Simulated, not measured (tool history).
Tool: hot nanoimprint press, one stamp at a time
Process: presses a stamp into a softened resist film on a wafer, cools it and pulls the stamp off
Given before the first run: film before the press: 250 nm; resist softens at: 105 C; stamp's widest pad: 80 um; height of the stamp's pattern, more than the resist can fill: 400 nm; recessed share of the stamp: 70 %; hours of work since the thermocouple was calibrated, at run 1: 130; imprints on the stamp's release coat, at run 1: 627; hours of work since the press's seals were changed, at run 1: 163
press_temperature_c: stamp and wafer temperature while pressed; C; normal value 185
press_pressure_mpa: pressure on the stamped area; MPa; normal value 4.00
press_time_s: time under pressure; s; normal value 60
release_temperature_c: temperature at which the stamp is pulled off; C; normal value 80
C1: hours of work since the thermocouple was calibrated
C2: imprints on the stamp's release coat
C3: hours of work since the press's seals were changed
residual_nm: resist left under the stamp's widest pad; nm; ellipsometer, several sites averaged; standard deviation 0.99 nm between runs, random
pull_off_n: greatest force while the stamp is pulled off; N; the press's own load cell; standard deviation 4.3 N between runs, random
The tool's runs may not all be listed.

run 1 hour=0.0 | press_temperature_c=185 press_pressure_mpa=4.00 press_time_s=60 release_temperature_c=80 | C1=130 C2=627 C3=163 | residual_nm=140.2 pull_off_n=230
run 2 hour=36.4 | press_temperature_c=185 press_pressure_mpa=4.00 press_time_s=60 release_temperature_c=80 | C1=151 C2=759 C3=183 | residual_nm=140.4 pull_off_n=226
run 3 hour=77.8 | press_temperature_c=185 press_pressure_mpa=5.98 press_time_s=60 release_temperature_c=80 | C1=174 C2=908 C3=206 | residual_nm=115.4 pull_off_n=235
run 4 hour=104.9 | press_temperature_c=185 press_pressure_mpa=5.98 press_time_s=60 release_temperature_c=80 | C1=190 C2=1006 C3=222 | residual_nm=112.6 pull_off_n=245
run 5 hour=141.7 | press_temperature_c=185 press_pressure_mpa=5.98 press_time_s=60 release_temperature_c=80 | C1=210 C2=1139 C3=242 | residual_nm=113.7 pull_off_n=246
run 6 hour=174.0 | press_temperature_c=185 press_pressure_mpa=5.98 press_time_s=60 release_temperature_c=80 | C1=228 C2=1255 C3=260 | residual_nm=113.2 pull_off_n=243
-- hour=197.5 stamp cleaned and given a new release coat
run 7 hour=221.1 | press_temperature_c=185 press_pressure_mpa=5.98 press_time_s=60 release_temperature_c=80 | C1=252 C2=85 C3=284 | residual_nm=112.8 pull_off_n=207
run 8 hour=239.2 | press_temperature_c=185 press_pressure_mpa=5.98 press_time_s=60 release_temperature_c=80 | C1=262 C2=150 C3=294 | residual_nm=112.6 pull_off_n=212
-- hour=245.1 plate thermocouple calibrated
run 9 hour=281.3 | press_temperature_c=185 press_pressure_mpa=5.98 press_time_s=60 release_temperature_c=80 | C1=20 C2=291 C3=316 | residual_nm=111.7 pull_off_n=213
run 10 hour=310.5 | press_temperature_c=185 press_pressure_mpa=4.00 press_time_s=60 release_temperature_c=80 | C1=37 C2=397 C3=332 | residual_nm=136.3 pull_off_n=216
run 11 hour=329.1 | press_temperature_c=194 press_pressure_mpa=4.00 press_time_s=60 release_temperature_c=80 | C1=47 C2=464 C3=343 | residual_nm=92.9 pull_off_n=222
run 12 hour=353.5 | press_temperature_c=185 press_pressure_mpa=4.00 press_time_s=81 release_temperature_c=80 | C1=61 C2=552 C3=356 | residual_nm=122.8 pull_off_n=219
-- hour=375.1 plate thermocouple calibrated, once more
run 13 hour=376.1 | press_temperature_c=185 press_pressure_mpa=4.00 press_time_s=81 release_temperature_c=80 | C1=1 C2=623 C3=368 | residual_nm=132.9 pull_off_n=227
run 14 hour=401.6 | press_temperature_c=185 press_pressure_mpa=4.00 press_time_s=81 release_temperature_c=80 | C1=15 C2=715 C3=382 | residual_nm=131.6 pull_off_n=229

Run 15 comes next. What will it give?
run 15 hour=431.9 | press_temperature_c=185 press_pressure_mpa=4.00 press_time_s=60 release_temperature_c=80 | C1=32 C2=824 C3=399 | residual_nm=? pull_off_n=?

residual_nm: 141.9 nm
pull_off_n: 238 N
Without the tool's hidden state the same run would have given residual_nm 140.9 nm, pull_off_n 211 N.
